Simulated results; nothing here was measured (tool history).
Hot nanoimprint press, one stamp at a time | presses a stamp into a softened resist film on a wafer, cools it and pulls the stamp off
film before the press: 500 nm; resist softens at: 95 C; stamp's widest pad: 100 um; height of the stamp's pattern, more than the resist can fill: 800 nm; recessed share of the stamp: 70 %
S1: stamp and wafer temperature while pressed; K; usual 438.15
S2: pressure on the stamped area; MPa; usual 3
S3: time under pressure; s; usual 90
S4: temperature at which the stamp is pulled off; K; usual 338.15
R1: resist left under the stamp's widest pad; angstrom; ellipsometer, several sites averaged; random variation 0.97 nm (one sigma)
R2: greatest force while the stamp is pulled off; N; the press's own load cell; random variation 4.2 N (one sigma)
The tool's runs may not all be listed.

{"run": 1, "hour": 0.0, "S1": 438.15, "S2": 3, "S3": 90, "S4": 338.15, "R1": 2600, "R2": 230}
{"run": 2, "hour": 27.5, "S1": 438.15, "S2": 3, "S3": 90, "S4": 338.15, "R1": 2575, "R2": 239}
{"run": 3, "hour": 53.1, "S1": 438.15, "S2": 3, "S3": 90, "S4": 336.15, "R1": 2583, "R2": 249}
{"run": 4, "hour": 72.1, "S1": 438.15, "S2": 3, "S3": 90, "S4": 338.15, "R1": 2586, "R2": 247}
{"run": 5, "hour": 99.4, "S1": 438.15, "S2": 3, "S3": 90, "S4": 338.15, "R1": 2599, "R2": 259}
{"run": 6, "hour": 128.5, "S1": 438.15, "S2": 3, "S3": 90, "S4": 338.15, "R1": 2565, "R2": 258}
{"run": 7, "hour": 150.3, "S1": 438.15, "S2": 3, "S3": 90, "S4": 338.15, "R1": 2562, "R2": 260}
{"run": 8, "hour": 173.9, "S1": 438.15, "S2": 3, "S3": 90, "S4": 338.15, "R1": 2559, "R2": 274}
{"run": 9, "hour": 191.3, "S1": 438.15, "S2": 2.61, "S3": 90, "S4": 338.15, "R1": 2712, "R2": 280}
{"run": 10, "hour": 211.3, "S1": 438.15, "S2": 2.61, "S3": 90, "S4": 338.15, "R1": 2708, "R2": 295}
{"run": 11, "hour": 225.1, "S1": 438.15, "S2": 2.61, "S3": 90, "S4": 338.15, "R1": 2694, "R2": 291}
{"run": 12, "hour": 245.6, "S1": 438.15, "S2": 3, "S3": 104, "S4": 338.15, "R1": 2429, "R2": 290}
{"run": 13, "hour": 260.2, "S1": 438.15, "S2": 3, "S3": 90, "S4": 334.15, "R1": 2539, "R2": 315}
{"hour": 286.7, "done": "stamp cleaned and given a new release coat"}
{"run": 14, "hour": 286.9, "S1": 438.15, "S2": 4.55, "S3": 90, "S4": 338.15, "R1": 2158, "R2": 202}
{"run": 15, "hour": 307.7, "S1": 438.15, "S2": 3, "S3": 90, "S4": 338.15, "R1": 2535, "R2": 200}
{"run": 16, "hour": 325.3, "S1": 438.15, "S2": 4.7, "S3": 90, "S4": 338.15, "R1": 2125, "R2": 210}
{"hour": 330.6, "done": "plate thermocouple calibrated"}
{"run": 17, "hour": 348.0, "S1": 438.15, "S2": 4.7, "S3": 90, "S4": 338.15, "R1": 2101, "R2": 212}
{"run": 18, "hour": 368.7, "S1": 438.15, "S2": 3, "S3": 126, "S4": 338.15, "R1": 2234, "R2": 219}
{"run": 19, "hour": 384.2, "S1": 438.15, "S2": 3, "S3": 126, "S4": 338.15, "R1": 2239, "R2": 220}
{"run": 20, "hour": 406.3, "S1": 439.15, "S2": 3, "S3": 116, "S4": 338.15, "R1": 2207, "R2": 231}
{"run": 21, "hour": 427.1, "S1": 439.15, "S2": 3, "S3": 116, "S4": 338.15, "R1": 2209, "R2": 235}
{"run": 22, "hour": 439.7, "S1": 438.15, "S2": 1.93, "S3": 92, "S4": 338.15, "R1": 2951, "R2": 236}
{"run": 23, "hour": 463.4, "S1": 449.15, "S2": 4.31, "S3": 112, "S4": 338.15, "R1": 1244, "R2": 239}
{"run": 24, "hour": 478.9, "S1": 449.15, "S2": 4.31, "S3": 112, "S4": 338.15, "R1": 1241, "R2": 248}
{"hour": 491.4, "done": "plate thermocouple calibrated, once more"}
{"run": 25, "hour": 508.0, "S1": 427.15, "S2": 3.95, "S3": 147, "S4": 325.15, "R1": 3169, "R2": 331}
{"run": 26, "hour": 532.3, "S1": 427.15, "S2": 3.95, "S3": 147, "S4": 325.15, "R1": 3157, "R2": 349}
{"run": 27, "hour": 552.5, "S1": 440.15, "S2": 2.79, "S3": 103, "S4": 338.15, "R1": 2359, "R2": 277}
{"run": 28, "hour": 574.4, "S1": 439.15, "S2": 3, "S3": 90, "S4": 338.15, "R1": 2513, "R2": 280}
{"run": 29, "hour": 602.9, "S1": 438.15, "S2": 2.56, "S3": 122, "S4": 326.15, "R1": 2493, "R2": 359}

5 ways to go on from here, each from the tool as it stands after run 29. What would each give?
{"run": "A", "hour": 617.4, "S1": 437.15, "S2": 3, "S3": 123, "S4": 338.15, "R1": "?", "R2": "?"}
{"run": "B", "hour": 617.4, "S1": 440.15, "S2": 2.69, "S3": 90, "S4": 327.15, "R1": "?", "R2": "?"}
{"run": "C", "hour": 617.4, "S1": 439.15, "S2": 3.57, "S3": 54, "S4": 338.15, "R1": "?", "R2": "?"}
{"run": "D", "hour": 617.4, "S1": 429.15, "S2": 2.56, "S3": 76, "S4": 338.15, "R1": "?", "R2": "?"}
{"run": "E", "hour": 617.4, "S1": 440.15, "S2": 1.9, "S3": 122, "S4": 343.15, "R1": "?", "R2": "?"}

run=A R1=2443 R2=295
run=B R1=2530 R2=354
run=C R1=2804 R2=292
run=D R1=3905 R2=292
run=E R1=2588 R2=259
Without the tool's hidden state the same runs would have given:
run=A R1=2413 R2=205
run=B R1=2503 R2=246
run=C R1=2765 R2=202
run=D R1=3885 R2=203
run=E R1=2572 R2=180

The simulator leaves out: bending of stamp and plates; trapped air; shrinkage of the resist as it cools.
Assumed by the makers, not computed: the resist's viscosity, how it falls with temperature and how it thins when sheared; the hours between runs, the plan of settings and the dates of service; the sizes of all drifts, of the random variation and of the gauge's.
